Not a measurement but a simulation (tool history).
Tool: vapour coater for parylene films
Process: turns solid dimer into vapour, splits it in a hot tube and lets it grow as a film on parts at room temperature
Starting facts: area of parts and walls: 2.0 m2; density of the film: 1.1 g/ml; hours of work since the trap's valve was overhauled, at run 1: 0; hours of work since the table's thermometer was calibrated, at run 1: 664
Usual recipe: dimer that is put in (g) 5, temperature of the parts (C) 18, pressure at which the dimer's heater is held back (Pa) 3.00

run    hour  dimer that is put in (g)  temperature of the parts (C)  pressure at which the dimer's heater is held back (Pa)  hours of work since the trap's valve was overhauled  hours of work since the table's thermometer was calibrated  thickness of the film (nm)
  1     0.0                         5                            18                                                    3.00                                                    0                                                         664                        1330
  2    54.5                         5                            18                                                    6.35                                                   36                                                         699                        1100
  3    86.2                         5                            18                                                    6.35                                                   56                                                         720                        1120
  4   125.5                         7                            18                                                    6.35                                                   82                                                         746                        1550
  5   199.4                         7                            18                                                    6.35                                                  130                                                         794                        1580
  6   257.6                         7                            18                                                    6.35                                                  168                                                         832                        1510
  7   296.0                         7                            18                                                    6.35                                                  193                                                         857                        1520
  8   326.6                         7                            18                                                    6.35                                                  213                                                         877                        1540
      334.8  -- trap's valve overhauled
  9   368.6                         7                            18                                                    6.35                                                   22                                                         902                        1550
 10   439.5                         7                            18                                                    6.35                                                   68                                                         948                        1530
 11   472.9                         5                            18                                                    3.00                                                   90                                                         970                        1310
 12   526.1                         5                            18                                                    3.00                                                  125                                                        1005                        1300
 13   583.2                         5                            18                                                    3.00                                                  162                                                        1042                        1310
      627.9  -- table's thermometer calibrated
 14   627.9                         5                            18                                                    9.59                                                  191                                                           0                        1000
      670.7  -- trap's valve overhauled
 15   673.3                         5                            18                                                    9.59                                                    2                                                          27                        1050
 16   713.2                         5                            18                                                    9.59                                                   28                                                          53                        1010
 17   758.2                         5                            18                                                    9.59                                                   57                                                          83                        1030
 18   828.4                         5                            18                                                    9.59                                                  103                                                         128                        1030
 19   885.1                         5                            18                                                    3.00                                                  140                                                         165                        1250
 20   926.4                         3                            12                                                    4.58                                                  167                                                         192                         830
 21   974.0                         3                            14                                                   11.79                                                  198                                                         224                         650
     1010.6  -- trap's valve overhauled
 22  1051.0                         3                            14                                                    2.21                                                   26                                                         271                         910
 23  1089.5                         3                            14                                                    2.21                                                   52                                                         296                         910
 24  1139.7                         3                            14                                                    2.21                                                   84                                                         329                         930
 25  1173.1                         4                            16                                                    5.41                                                  106                                                         351                         960
 26  1226.1                         5                            23                                                    3.44                                                  141                                                         386                        1080
 27  1300.3                         5                            18                                                    4.99                                                  189                                                         434                        1120
     1347.5  -- trap's valve overhauled
 28  1372.5                         5                            19                                                    4.27                                                   16                                                         479                        1170
 29  1409.0                         5                            19                                                    4.27                                                   40                                                         502                        1200
 30  1439.3                         5                            18                                                    6.44                                                   60                                                         522                        1100
 31  1511.7                         2                            12                                                    2.20                                                  107                                                         570                         650
 32  1558.8                         2                            12                                                    2.20                                                  138                                                         600                         640
 33  1597.6                         2                            12                                                    9.18                                                  163                                                         626                         490
 34  1645.6                         2                            12                                                    9.18                                                  195                                                         657                         480
     1684.3  -- trap's valve overhauled
 35  1722.5                         7                            17                                                    9.18                                                   25                                                         705                        1480
 36  1791.7                         7                            17                                                    9.18                                                   70                                                         750                        1480
 37  1836.9                         2                            26                                                    5.47                                                  100                                                         779                         370

What differs in the tool's unlogged condition from the final listed run ahead of each entry between runs to the first listed run following it?
Between runs 8 and 9: trap's valve overhauled (hour 334.8)
  vapour lost through the trap's worn valve, %: 1.1 -> 0.1
Between runs 13 and 14: table's thermometer calibrated (hour 627.9)
  vapour lost through the trap's worn valve, %: 0.8 -> 1; true temperature of the parts over the reading, C: -0.07 -> -0.01
Between runs 14 and 15: trap's valve overhauled (hour 670.7)
  vapour lost through the trap's worn valve, %: 1 -> 0
Between runs 21 and 22: trap's valve overhauled (hour 1010.6)
  vapour lost through the trap's worn valve, %: 1 -> 0.1; true temperature of the parts over the reading, C: -0.02 -> -0.03
Between runs 27 and 28: trap's valve overhauled (hour 1347.5)
  vapour lost through the trap's worn valve, %: 0.9 -> 0.1
Between runs 34 and 35: trap's valve overhauled (hour 1684.3)
  vapour lost through the trap's worn valve, %: 1 -> 0.1

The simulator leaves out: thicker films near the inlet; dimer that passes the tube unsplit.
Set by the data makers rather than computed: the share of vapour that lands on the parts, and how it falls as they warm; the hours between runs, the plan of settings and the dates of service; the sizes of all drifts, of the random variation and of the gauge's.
